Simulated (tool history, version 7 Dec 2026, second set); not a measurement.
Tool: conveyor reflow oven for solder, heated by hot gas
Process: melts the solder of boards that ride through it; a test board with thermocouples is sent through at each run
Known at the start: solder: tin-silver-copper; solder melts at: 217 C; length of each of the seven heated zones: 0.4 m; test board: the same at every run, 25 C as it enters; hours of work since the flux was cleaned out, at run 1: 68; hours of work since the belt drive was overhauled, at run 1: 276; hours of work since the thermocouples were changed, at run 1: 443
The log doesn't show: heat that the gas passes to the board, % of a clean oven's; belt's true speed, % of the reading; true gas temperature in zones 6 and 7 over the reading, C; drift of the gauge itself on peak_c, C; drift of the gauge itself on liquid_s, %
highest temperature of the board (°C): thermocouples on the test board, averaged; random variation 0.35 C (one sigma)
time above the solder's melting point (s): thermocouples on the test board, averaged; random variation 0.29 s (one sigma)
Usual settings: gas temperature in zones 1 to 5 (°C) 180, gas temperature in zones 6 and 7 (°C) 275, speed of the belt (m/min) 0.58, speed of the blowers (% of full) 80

run   hour  gas temperature in zones 1 to 5 (°C)  gas temperature in zones 6 and 7 (°C)  speed of the belt (m/min)  speed of the blowers (% of full)  hours of work since the flux was cleaned out  hours of work since the belt drive was overhauled  hours of work since the thermocouples were changed  highest temperature of the board (°C)  time above the solder's melting point (s)
  1      0                                   180                                    275                       0.58                                80                                            68                                                276                                                 443                                    261                                       70.8
  2   11.8                                   180                                    275                      0.526                                80                                            73                                                281                                                 448                                  262.7                                       79.8
  3   34.1                                   180                                    275                      0.526                                80                                            81                                                290                                                 457                                  262.8                                       80.3
  4   49.1                                   180                                    275                       0.58                                80                                            87                                                296                                                 463                                  260.6                                       71.4
  5   67.9                                   180                                    275                       0.58                                80                                            95                                                303                                                 470                                  260.9                                       70.9
  6   91.4                                   180                                    287                       0.58                                80                                           105                                                313                                                 480                                  271.4                                       76.1
  7  108.4                                   180                                    275                      0.474                                80                                           111                                                320                                                 487                                  265.2                                       91.2
  8  126.6                                   180                                    275                      0.474                                80                                           119                                                327                                                 494                                  265.2                                       90.3
  9  139.7                                   180                                    275                      0.474                                80                                           124                                                332                                                 499                                  265.1                                       89.7
 10  156.5                                   180                                    275                      0.474                                80                                           131                                                339                                                 506                                  264.9                                       90.2
 11  173.3                                   180                                    275                      0.474                                80                                           137                                                346                                                 513                                    265                                       90.8
 12  187.9                                   189                                    275                       0.58                                80                                           143                                                352                                                 519                                  261.2                                       75.5
 13  208.5                                   189                                    275                       0.58                                80                                           152                                                360                                                 527                                  261.1                                       75.3
     214.7  -- flux residue cleaned out of gas plates and filters
 14  236.6                                   180                                    275                       0.58                                80                                             9                                                369                                                 536                                  260.7                                       71.1
 15  256.6                                   180                                    275                       0.58                                80                                            17                                                377                                                 544                                  260.5                                       71.2
 16  279.5                                   180                                    289                       0.58                                80                                            26                                                387                                                 553                                  273.4                                       77.4
 17  293.6                                   175                                    264                      0.537                                80                                            32                                                392                                                 559                                  252.1                                       69.6
 18  309.2                                   181                                    282                       0.58                                80                                            38                                                398                                                 565                                  266.1                                       74.8
 19  321.3                                   181                                    282                      0.497                                80                                            43                                                403                                                 570                                  270.9                                       89.8
 20  335.7                                   181                                    282                      0.497                                80                                            49                                                409                                                 576                                  270.7                                       89.6
 21  353.8                                   168                                    282                      0.497                                60                                            56                                                416                                                 583                                  263.2                                       79.5
 22    376                                   182                                    282                      0.573                                60                                            65                                                425                                                 592                                  261.2                                       71.5

Run 23 comes next. What will it give?
 23  388.2                                   169                                    281                      0.558                                60                                            70                                                430                                                 597                                      ?                                          ?

highest temperature of the board (°C): 257.8
time above the solder's melting point (s): 66.7
Without the tool's hidden state the same run would have given highest temperature of the board (°C) 260, time above the solder's melting point (s) 67.5.

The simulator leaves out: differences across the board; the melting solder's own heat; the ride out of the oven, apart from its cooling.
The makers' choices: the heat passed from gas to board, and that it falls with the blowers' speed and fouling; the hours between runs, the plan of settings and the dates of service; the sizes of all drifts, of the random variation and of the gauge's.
